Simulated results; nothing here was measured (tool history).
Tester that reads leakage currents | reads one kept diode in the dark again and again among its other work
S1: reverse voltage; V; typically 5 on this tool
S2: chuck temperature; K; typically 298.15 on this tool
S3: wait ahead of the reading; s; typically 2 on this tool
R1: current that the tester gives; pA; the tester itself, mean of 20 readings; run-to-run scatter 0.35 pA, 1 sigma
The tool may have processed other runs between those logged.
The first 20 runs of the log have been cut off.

run 21 hour=2916.5 | S1=2.97 S2=294.15 S3=2 | R1=60.45
run 22 hour=3093.3 | S1=5 S2=327.15 S3=0.57 | R1=1318.67
run 23 hour=3255.2 | S1=1.45 S2=298.15 S3=2 | R1=58.89
run 24 hour=3360.1 | S1=1.45 S2=320.15 S3=4.26 | R1=382.72
run 25 hour=3555.7 | S1=12.7 S2=312.15 S3=2 | R1=661.6
run 26 hour=3749.4 | S1=12.7 S2=312.15 S3=2 | R1=657.5
run 27 hour=3929.4 | S1=5 S2=307.15 S3=8.66 | R1=257.43
-- hour=4027.2 chuck's temperature calibrated
run 28 hour=4102.2 | S1=1.15 S2=307.15 S3=8.66 | R1=115.1
run 29 hour=4195.4 | S1=1.15 S2=307.15 S3=8.66 | R1=115.68
run 30 hour=4343.9 | S1=1.1 S2=324.15 S3=2 | R1=454.53
run 31 hour=4516.9 | S1=5 S2=325.15 S3=0.94 | R1=1126.18
run 32 hour=4612.9 | S1=12.01 S2=311.15 S3=1.2 | R1=591.75
run 33 hour=4794.5 | S1=5 S2=315.15 S3=0.45 | R1=512.27
run 34 hour=4918.1 | S1=7.15 S2=318.15 S3=0.87 | R1=789.47
run 35 hour=5035.5 | S1=1.18 S2=309.15 S3=7.92 | R1=138.36
run 36 hour=5206.6 | S1=5 S2=330.15 S3=2 | R1=1647.24
run 37 hour=5381.3 | S1=10.74 S2=323.15 S3=0.76 | R1=1472.41
run 38 hour=5526.1 | S1=4.6 S2=323.15 S3=1.72 | R1=918.8

3 options for the next run, each taken on its own from the tool as it stands now. Forecast them:
run A hour=5634.5 | S1=3.06 S2=322.15 S3=0.32 | R1=?
run B hour=5634.5 | S1=13.83 S2=297.15 S3=4.64 | R1=?
run C hour=5634.5 | S1=5.13 S2=298.15 S3=1.88 | R1=?

run=A R1=684.83
run=B R1=186.86
run=C R1=118.67
Stripped of hidden state, with their random variation kept, the same runs would have yielded:
run=A R1=685.4
run=B R1=186.93
run=C R1=118.74
